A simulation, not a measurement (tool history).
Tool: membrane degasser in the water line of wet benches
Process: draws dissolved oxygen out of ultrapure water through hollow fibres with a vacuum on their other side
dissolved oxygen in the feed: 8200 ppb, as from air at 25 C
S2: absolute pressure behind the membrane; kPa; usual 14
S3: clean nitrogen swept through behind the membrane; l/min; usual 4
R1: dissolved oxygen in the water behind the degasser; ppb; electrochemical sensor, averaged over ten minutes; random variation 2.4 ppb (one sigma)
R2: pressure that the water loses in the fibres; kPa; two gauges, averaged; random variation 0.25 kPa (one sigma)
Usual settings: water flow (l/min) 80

Run 1, hour 0: usual settings. Result: R1 469.5 ppb, R2 67.89 kPa.
Run 2, hour 72.7: usual settings but S2 17.2 kPa. Result: R1 594 ppb, R2 68.04 kPa.
Run 3, hour 183.9: usual settings but S2 17.2 kPa. Result: R1 587.1 ppb, R2 67.94 kPa.
Run 4, hour 328: usual settings. Result: R1 464 ppb, R2 67.72 kPa.
Run 5, hour 442.4: usual settings. Result: R1 464.3 ppb, R2 67.79 kPa.
Run 6, hour 607.1: usual settings. Result: R1 464.8 ppb, R2 67.72 kPa.
Run 7, hour 723.2: usual settings. Result: R1 469.1 ppb, R2 67.54 kPa.
Run 8, hour 832.9: usual settings but S3 3.67 l/min. Result: R1 495.9 ppb, R2 68.16 kPa.
Run 9, hour 974.8: usual settings. Result: R1 463.5 ppb, R2 68.08 kPa.
Run 10, hour 1058.8: usual settings. Result: R1 457.7 ppb, R2 68.12 kPa.
Run 11, hour 1174.2: usual settings. Result: R1 459.9 ppb, R2 67.78 kPa.
Run 12, hour 1279.8: usual settings but S3 6.32 l/min. Result: R1 313 ppb, R2 67.8 kPa.
Run 13, hour 1433.2: usual settings. Result: R1 464.2 ppb, R2 68.09 kPa.
Run 14, hour 1557.8: usual settings. Result: R1 465.4 ppb, R2 68.51 kPa.
Run 15, hour 1625.5: usual settings. Result: R1 464.3 ppb, R2 68.22 kPa.
Run 16, hour 1698.2: usual settings. Result: R1 458.2 ppb, R2 67.85 kPa.
Run 17, hour 1818.9: usual settings. Result: R1 464.3 ppb, R2 68.14 kPa.
Run 18, hour 1969: usual settings. Result: R1 468.3 ppb, R2 68.06 kPa.
Run 19, hour 2056.5: usual settings but S2 21.4 kPa. Result: R1 756.9 ppb, R2 68.03 kPa.
Run 20, hour 2161.8: usual settings but water flow (l/min) 86, S2 19.4 kPa, S3 1.93 l/min. Result: R1 1243.7 ppb, R2 72.7 kPa.
Run 21, hour 2293.5: usual settings but water flow (l/min) 85, S2 17 kPa, S3 1.95 l/min. Result: R1 1065.3 ppb, R2 72.41 kPa.
Run 22, hour 2371.2: usual settings but water flow (l/min) 59, S2 17 kPa, S3 1.95 l/min. Result: R1 813.6 ppb, R2 50.26 kPa.
Run 23, hour 2520.8: usual settings but water flow (l/min) 86. Result: R1 492.1 ppb, R2 73.05 kPa.
Run 24, hour 2646: usual settings but water flow (l/min) 91, S2 24.3 kPa, S3 9.41 l/min. Result: R1 465 ppb, R2 77.03 kPa.
Run 25, hour 2731.1: usual settings but water flow (l/min) 91, S2 24.3 kPa, S3 9.41 l/min. Result: R1 463.3 ppb, R2 77.48 kPa.
Run 26, hour 2882.1: usual settings but water flow (l/min) 91, S2 11.6 kPa, S3 9.41 l/min. Result: R1 195.5 ppb, R2 77.53 kPa.
Run 27, hour 2966.4: usual settings but water flow (l/min) 72, S3 9.41 l/min. Result: R1 196.7 ppb, R2 61.41 kPa.
Run 28, hour 3083.5: usual settings but water flow (l/min) 72, S3 9.41 l/min. Result: R1 196.3 ppb, R2 61.22 kPa.
Run 29, hour 3228.8: usual settings but S2 15.3 kPa, S3 3.03 l/min. Result: R1 651.3 ppb, R2 68.29 kPa.

Run 30 comes next. What will it give?
Run 30, hour 3363: usual settings but water flow (l/min) 67, S2 33.9 kPa, S3 4.55 l/min. Result: R1 ?, R2 ?.

{"run 30": {"R1": 939, "R2": 57.07}}
Without the tool's hidden state the same run would have given R1 938.6 ppb, R2 57.02 kPa.
